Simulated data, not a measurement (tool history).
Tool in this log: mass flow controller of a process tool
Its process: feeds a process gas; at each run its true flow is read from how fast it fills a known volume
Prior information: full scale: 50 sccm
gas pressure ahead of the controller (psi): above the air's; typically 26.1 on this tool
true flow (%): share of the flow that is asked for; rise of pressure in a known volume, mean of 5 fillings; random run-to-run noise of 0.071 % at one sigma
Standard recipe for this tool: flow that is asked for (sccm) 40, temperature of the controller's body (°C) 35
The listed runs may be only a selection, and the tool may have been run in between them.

| run | hour | flow that is asked for (sccm) | gas pressure ahead of the controller (psi) | temperature of the controller's body (°C) | true flow (%) |
|---|---|---|---|---|---|
| 1 | 0 | 40 | 26.1 | 35 | 101.5 |
| 2 | 418 | 9 | 26.1 | 35 | 102.31 |
| 3 | 866.4 | 13 | 26.1 | 35 | 101.86 |
| 4 | 1069.1 | 13 | 20.9 | 35 | 101.67 |
| 5 | 1266.3 | 13 | 20.9 | 35 | 101.69 |
| 6 | 1470.4 | 13 | 20.9 | 35 | 101.76 |
| 7 | 1917.9 | 40 | 36.4 | 35 | 102.5 |
| 8 | 2123.5 | 40 | 36.4 | 35 | 102.51 |
| 9 | 2437.6 | 40 | 26.1 | 35 | 101.96 |
| 10 | 2787.5 | 40 | 26.1 | 35 | 102.1 |
| 11 | 3172.9 | 40 | 26.1 | 35 | 102.09 |
| 12 | 3495.2 | 40 | 26.1 | 35 | 102.17 |
| 13 | 3952.6 | 40 | 26.1 | 35 | 102.25 |
| 14 | 4307.9 | 40 | 26.1 | 35 | 102.2 |
|  | 4498.9 | controller's zero set anew |
| 15 | 4777 | 40 | 26.1 | 35 | 101.59 |
| 16 | 5109.3 | 40 | 26.1 | 35 | 101.75 |
| 17 | 5395.2 | 40 | 26.1 | 35 | 101.63 |
| 18 | 5680.7 | 40 | 26.1 | 35 | 101.82 |
| 19 | 6112.4 | 40 | 26.1 | 35 | 101.8 |
| 20 | 6355.4 | 40 | 26.1 | 35 | 101.88 |
| 21 | 6815.4 | 40 | 26.1 | 35 | 102.01 |
| 22 | 7075.7 | 40 | 26.1 | 35 | 101.96 |
| 23 | 7487.4 | 40 | 26.1 | 31 | 101.68 |
| 24 | 7874.1 | 40 | 26.1 | 36 | 102.14 |
| 25 | 8080.1 | 16 | 26.1 | 35 | 101.5 |
| 26 | 8436.9 | 16 | 26.1 | 35 | 101.6 |
| 27 | 8876.4 | 17 | 21.5 | 21 | 100.14 |
| 28 | 9205.3 | 17 | 21.5 | 21 | 100.25 |
| 29 | 9481 | 8 | 21.5 | 26 | 101.02 |
| 30 | 9914.7 | 21 | 31.3 | 35 | 102.26 |
| 31 | 10284.2 | 16 | 20.9 | 35 | 101.64 |
| 32 | 10676 | 16 | 20.9 | 35 | 101.8 |
| 33 | 11141.5 | 40 | 35.8 | 29 | 102.34 |
| 34 | 11427.1 | 12 | 26 | 35 | 102.37 |
|  | 11495.3 | controller exchanged for a calibrated one |
| 35 | 11666.9 | 40 | 33.2 | 34 | 100.99 |
| 36 | 11985.6 | 40 | 33.2 | 34 | 100.98 |
| 37 | 12360.3 | 40 | 20.6 | 30 | 99.92 |
| 38 | 12609.3 | 9 | 28.7 | 32 | 100.04 |
| 39 | 12879.7 | 17 | 26.1 | 22 | 98.92 |
| 40 | 13168.1 | 17 | 26.1 | 22 | 98.96 |
| 41 | 13468.6 | 7 | 23.8 | 26 | 99.51 |
| 42 | 13891.3 | 7 | 23.6 | 36 | 100.64 |
| 43 | 14275.1 | 7 | 23.6 | 36 | 100.67 |
| 44 | 14744.3 | 9 | 23.6 | 38 | 100.87 |
| 45 | 15167.3 | 9 | 23.6 | 38 | 101.05 |
| 46 | 15650.6 | 5 | 26.1 | 33 | 101.64 |
| 47 | 15985.7 | 15 | 26.1 | 35 | 100.77 |
| 48 | 16460.8 | 15 | 26.1 | 35 | 100.89 |
| 49 | 16907.5 | 40 | 21.2 | 28 | 100.44 |

Selected run-to-run steps in true flow (%), each split into two signed amounts: the part the tool would show with no hidden state at all (from settings, incoming material and random variation), and the remainder, which goes to the hidden state together with any gauge scatter not common to the measured and the hidden-state-free results:
Hidden conditions of the tool in this case: flow at rest that the sensor doesn't see, % of full scale; true flow over the shown one, %; drift of the gauge itself on true_pct, %.
Run 1 -> 2: flow that is asked for (sccm) 40 -> 9. true flow (%) +0.81: hidden state +1.8, all else -0.99.
Run 26 -> 27: flow that is asked for (sccm) 16 -> 17, gas pressure ahead of the controller (psi) 26.1 -> 21.5, temperature of the controller's body (°C) 35 -> 21. true flow (%) -1.46: hidden state +0.06, all else -1.52.
Run 29 -> 30: flow that is asked for (sccm) 8 -> 21, gas pressure ahead of the controller (psi) 21.5 -> 31.3, temperature of the controller's body (°C) 26 -> 35. true flow (%) +1.24: hidden state -0.71, all else +1.95.
Run 34 -> 35: flow that is asked for (sccm) 12 -> 40, gas pressure ahead of the controller (psi) 26 -> 33.2, temperature of the controller's body (°C) 35 -> 34, controller exchanged for a calibrated one. true flow (%) -1.38: hidden state -2.74, all else +1.36.
Run 46 -> 47: flow that is asked for (sccm) 5 -> 15, temperature of the controller's body (°C) 33 -> 35. true flow (%) -0.87: hidden state -1.38, all else +0.51.
